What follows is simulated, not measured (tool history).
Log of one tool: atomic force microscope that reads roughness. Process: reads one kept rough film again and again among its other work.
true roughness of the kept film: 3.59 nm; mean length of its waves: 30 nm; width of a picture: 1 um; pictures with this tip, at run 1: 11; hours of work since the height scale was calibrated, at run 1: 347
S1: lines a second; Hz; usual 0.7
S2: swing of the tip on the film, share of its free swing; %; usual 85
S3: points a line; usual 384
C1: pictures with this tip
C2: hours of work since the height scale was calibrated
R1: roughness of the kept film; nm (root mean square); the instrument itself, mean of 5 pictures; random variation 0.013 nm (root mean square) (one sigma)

run,hour,S1,S2,S3,C1,C2,R1
1,0,0.7,85,384,11,347,2.966
2,20.7,0.7,85,384,53,363,2.75
# hour 40.1: new tip fitted
3,49.9,0.7,85,384,20,385,2.924
4,83,0.7,85,384,86,410,2.605
# hour 86.7: new tip fitted
5,111.8,0.7,85,384,50,431,2.763
# hour 133.8: new tip fitted
6,157.7,0.7,85,384,49,465,2.758
# hour 181.7: new tip fitted
7,193.1,0.7,85,384,23,492,2.894
# hour 228.5: new tip fitted
8,235.8,0.7,85,384,15,524,2.954
# hour 276.4: new tip fitted
9,277.2,0.7,85,384,1,554,3.001
10,302.3,0.7,85,384,52,573,2.771
# hour 323: new tip fitted
11,351.9,0.7,85,384,59,611,2.722
# hour 368.4: new tip fitted
12,400,0.7,85,384,63,647,2.702
# hour 415.7: new tip fitted
13,437,0.7,85,384,43,674,2.771
# hour 460.9: new tip fitted
14,483.6,0.7,85,384,46,709,2.791
# hour 508.5: new tip fitted
15,525.5,0.7,85,899,34,740,2.845
# hour 553.9: new tip fitted
16,554.8,0.7,85,899,2,762,3.013
17,591.9,0.7,85,384,77,790,2.673
# hour 599.5: new tip fitted
18,612.8,0.7,85,384,27,806,2.83
# hour 646: new tip fitted
19,661.4,0.7,85,384,31,842,2.871
# hour 692.9: new tip fitted
20,696.4,3.716,75,926,7,868,2.499
# hour 738.4: new tip fitted
21,738.4,0.538,85,384,0,899,3.058
22,763.9,0.734,85,384,51,919,2.716
# hour 786.2: new tip fitted
23,802.3,0.734,85,384,32,947,2.761
24,823.1,0.7,64,488,74,963,2.747
# hour 831.2: new tip fitted
25,862,0.7,64,488,62,992,2.86
# hour 878.7: new tip fitted
26,888.9,3.89,90,615,21,1012,1.982
# hour 923.9: new tip fitted
27,931.6,1.129,61,384,16,1044,3.08
28,957.2,2.391,85,313,67,1063,2.226
# hour 969: new tip fitted
29,999.2,2.391,85,313,61,1095,2.241
# hour 1017.7: new tip fitted
30,1022.5,1.128,72,313,10,1112,2.978
# hour 1062.8: new tip fitted
31,1064.1,1.128,72,313,2,1143,3.017
32,1099.8,2.446,74,686,74,1170,2.459
# hour 1108.9: new tip fitted
33,1131.9,0.7,77,334,46,1194,2.857
# hour 1156.7: new tip fitted
34,1159.9,0.7,77,334,6,1215,3.024
# hour 1204.6: new tip fitted
35,1207.9,0.535,77,676,7,1251,3.059
36,1246.4,0.535,77,676,84,1280,2.686
# hour 1250.7: new tip fitted
37,1276.1,1.951,64,676,51,1302,2.795
# hour 1296.2: new tip fitted
38,1299.7,0.733,59,572,7,1319,3.162

Forecast each of these 3 alternatives for the next run:
A,1325.2,0.7,60,384,58,1339,?
B,1325.2,0.733,68,655,58,1339,?
C,1325.2,1.945,78,643,58,1339,?

run,R1
A,2.874
B,2.824
C,2.536
Without the tool's hidden state the same runs would have given:
run,R1
A,3.228
B,3.173
C,2.849
